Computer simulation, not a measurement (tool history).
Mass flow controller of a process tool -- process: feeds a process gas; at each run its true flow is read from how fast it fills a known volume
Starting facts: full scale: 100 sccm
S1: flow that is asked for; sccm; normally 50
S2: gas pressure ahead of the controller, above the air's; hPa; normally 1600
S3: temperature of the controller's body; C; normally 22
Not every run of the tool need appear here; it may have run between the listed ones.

{"run": 1, "day": 0.0, "S1": 50, "S2": 1600, "S3": 22, "true flow (%)": 101.27}
{"run": 2, "day": 8.417, "S1": 50, "S2": 1600, "S3": 22, "true flow (%)": 101.27}
{"run": 3, "day": 16.625, "S1": 50, "S2": 1600, "S3": 22, "true flow (%)": 101.12}
{"run": 4, "day": 25.562, "S1": 31, "S2": 1600, "S3": 22, "true flow (%)": 100.51}
{"run": 5, "day": 31.096, "S1": 50, "S2": 1600, "S3": 22, "true flow (%)": 101.18}
{"run": 6, "day": 41.838, "S1": 50, "S2": 1600, "S3": 22, "true flow (%)": 101.25}
{"run": 7, "day": 46.962, "S1": 50, "S2": 1600, "S3": 22, "true flow (%)": 101.36}
{"run": 8, "day": 52.088, "S1": 50, "S2": 1600, "S3": 22, "true flow (%)": 101.11}
{"run": 9, "day": 62.975, "S1": 50, "S2": 1600, "S3": 22, "true flow (%)": 101.28}
{"run": 10, "day": 68.858, "S1": 50, "S2": 1600, "S3": 22, "true flow (%)": 101.41}
{"run": 11, "day": 79.629, "S1": 50, "S2": 2620, "S3": 22, "true flow (%)": 101.7}
{"run": 12, "day": 90.921, "S1": 50, "S2": 1600, "S3": 24, "true flow (%)": 101.13}
{"run": 13, "day": 100.288, "S1": 50, "S2": 1600, "S3": 22, "true flow (%)": 101.37}
{"run": 14, "day": 108.112, "S1": 50, "S2": 1600, "S3": 22, "true flow (%)": 101.24}
{"run": 15, "day": 118.079, "S1": 50, "S2": 1600, "S3": 22, "true flow (%)": 101.36}
{"run": 16, "day": 127.579, "S1": 50, "S2": 1600, "S3": 22, "true flow (%)": 101.35}
{"run": 17, "day": 134.012, "S1": 50, "S2": 1600, "S3": 22, "true flow (%)": 101.4}
{"run": 18, "day": 139.433, "S1": 50, "S2": 1600, "S3": 22, "true flow (%)": 101.19}
{"run": 19, "day": 149.133, "S1": 15, "S2": 1600, "S3": 22, "true flow (%)": 97.57}
{"run": 20, "day": 154.725, "S1": 50, "S2": 1600, "S3": 22, "true flow (%)": 101.15}
{"run": 21, "day": 166.167, "S1": 50, "S2": 1620, "S3": 22, "true flow (%)": 101.16}
{"run": 22, "day": 175.35, "S1": 50, "S2": 1600, "S3": 22, "true flow (%)": 101.33}
{"run": 23, "day": 184.796, "S1": 50, "S2": 1600, "S3": 22, "true flow (%)": 101.25}
{"run": 24, "day": 193.15, "S1": 50, "S2": 2590, "S3": 22, "true flow (%)": 101.73}
{"run": 25, "day": 201.262, "S1": 50, "S2": 2590, "S3": 22, "true flow (%)": 101.65}
{"run": 26, "day": 206.096, "S1": 17, "S2": 2650, "S3": 23, "true flow (%)": 97.87}
{"run": 27, "day": 217.142, "S1": 17, "S2": 2420, "S3": 23, "true flow (%)": 97.67}
{"run": 28, "day": 222.671, "S1": 17, "S2": 2420, "S3": 23, "true flow (%)": 97.62}
{"run": 29, "day": 231.446, "S1": 14, "S2": 1950, "S3": 36, "true flow (%)": 94.92}
{"day": 234.712, "done": "controller's zero set anew"}
{"run": 30, "day": 242.788, "S1": 26, "S2": 1750, "S3": 20, "true flow (%)": 102.83}
{"run": 31, "day": 249.262, "S1": 57, "S2": 2030, "S3": 22, "true flow (%)": 103.45}
{"run": 32, "day": 255.212, "S1": 50, "S2": 1600, "S3": 21, "true flow (%)": 103.21}
{"run": 33, "day": 265.35, "S1": 50, "S2": 1930, "S3": 35, "true flow (%)": 102.12}
{"run": 34, "day": 272.862, "S1": 50, "S2": 2650, "S3": 35, "true flow (%)": 102.56}
{"run": 35, "day": 283.071, "S1": 50, "S2": 1600, "S3": 22, "true flow (%)": 103.08}
{"run": 36, "day": 292.862, "S1": 34, "S2": 2710, "S3": 22, "true flow (%)": 103.15}
{"run": 37, "day": 299.046, "S1": 98, "S2": 1840, "S3": 22, "true flow (%)": 104.08}
{"run": 38, "day": 304.175, "S1": 34, "S2": 1950, "S3": 22, "true flow (%)": 102.8}
{"run": 39, "day": 313.042, "S1": 12, "S2": 2500, "S3": 22, "true flow (%)": 101.58}
{"run": 40, "day": 319.842, "S1": 12, "S2": 2500, "S3": 22, "true flow (%)": 101.46}
{"run": 41, "day": 328.812, "S1": 43, "S2": 1410, "S3": 22, "true flow (%)": 103.01}
{"run": 42, "day": 335.008, "S1": 33, "S2": 1680, "S3": 22, "true flow (%)": 102.66}
{"run": 43, "day": 342.575, "S1": 17, "S2": 2710, "S3": 22, "true flow (%)": 101.95}
{"run": 44, "day": 348.567, "S1": 17, "S2": 2710, "S3": 22, "true flow (%)": 101.85}
{"run": 45, "day": 354.492, "S1": 62, "S2": 1690, "S3": 29, "true flow (%)": 103}
{"run": 46, "day": 365.192, "S1": 21, "S2": 2640, "S3": 22, "true flow (%)": 102.02}
{"day": 369.492, "done": "controller exchanged for a calibrated one"}
{"run": 47, "day": 374.058, "S1": 54, "S2": 1690, "S3": 39, "true flow (%)": 98.12}
{"run": 48, "day": 382.154, "S1": 64, "S2": 1690, "S3": 24, "true flow (%)": 99.61}

4 ways to go on from here, each from the tool as it stands after run 48. What would each give?
{"run": "A", "day": 393.017, "S1": 64, "S2": 2580, "S3": 23, "true flow (%)": "?"}
{"run": "B", "day": 393.017, "S1": 12, "S2": 2720, "S3": 28, "true flow (%)": "?"}
{"run": "C", "day": 393.017, "S1": 21, "S2": 1800, "S3": 28, "true flow (%)": "?"}
{"run": "D", "day": 393.017, "S1": 20, "S2": 1470, "S3": 23, "true flow (%)": "?"}

run=A true_flow_(%)=99.87
run=B true_flow_(%)=98.31
run=C true_flow_(%)=98.38
run=D true_flow_(%)=98.65
Without the tool's unlogged condition, the same runs would have read:
run=A true_flow_(%)=99.8
run=B true_flow_(%)=98.74
run=C true_flow_(%)=98.55
run=D true_flow_(%)=98.83
